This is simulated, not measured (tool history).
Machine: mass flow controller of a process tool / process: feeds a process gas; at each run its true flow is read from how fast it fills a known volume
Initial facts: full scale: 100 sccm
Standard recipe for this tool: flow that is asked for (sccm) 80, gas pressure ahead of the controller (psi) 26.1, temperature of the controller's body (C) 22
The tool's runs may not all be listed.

run    hour  flow that is asked for (sccm)  gas pressure ahead of the controller (psi)  temperature of the controller's body (C)  true flow (%)
  1     0.0                             80                                        26.1                                        22          99.76
  2   320.2                             80                                        22.9                                        22         100.04
  3   647.8                             80                                        22.9                                        22          99.94
  4   928.3                             80                                        22.9                                        22          99.78
  5  1264.3                             80                                        22.9                                        22          99.80
  6  1422.4                             80                                        40.2                                        22          98.99
  7  1568.0                             80                                        40.2                                        22          99.07
  8  1809.5                             80                                        40.2                                        22          99.04
  9  2023.6                             80                                        26.1                                        22          99.48
 10  2325.3                             80                                        26.1                                        22          99.58
 11  2473.4                             26                                        26.1                                        21          99.54
     2496.9  -- controller's zero set anew
 12  2626.5                             26                                        26.1                                        21         100.43
 13  2833.9                             12                                        36.8                                        21         102.65
 14  3158.3                             78                                        22.9                                        22          99.89
 15  3400.2                             18                                        20.7                                        20         101.78
 16  3594.7                             42                                        24.8                                        32          99.31
 17  3817.7                             42                                        21.0                                        21         100.02
 18  4086.8                             32                                        23.6                                        31          99.67
 19  4235.2                             32                                        23.6                                        31          99.64

Below are 4 alternative next runs, each starting from the tool's condition after run 19. Predict each:
     4333.1  -- controller's zero set anew, once more
  A  4547.0                             23                                        35.4                                        30              ?
     4333.1  -- controller's zero set anew, once more
  B  4547.0                             77                                        38.7                                        33              ?
     4333.1  -- controller's zero set anew, once more
  C  4547.0                             44                                        29.2                                        27              ?
     4333.1  -- controller's zero set anew, once more
  D  4547.0                             95                                        26.4                                        34              ?

run  true flow (%)
  A          97.07
  B          97.42
  C          97.87
  D          98.30
With the hidden condition removed and each run's random variation left untouched, the same runs would have given:
run  true flow (%)
  A          98.01
  B          98.60
  C          98.98
  D          99.50
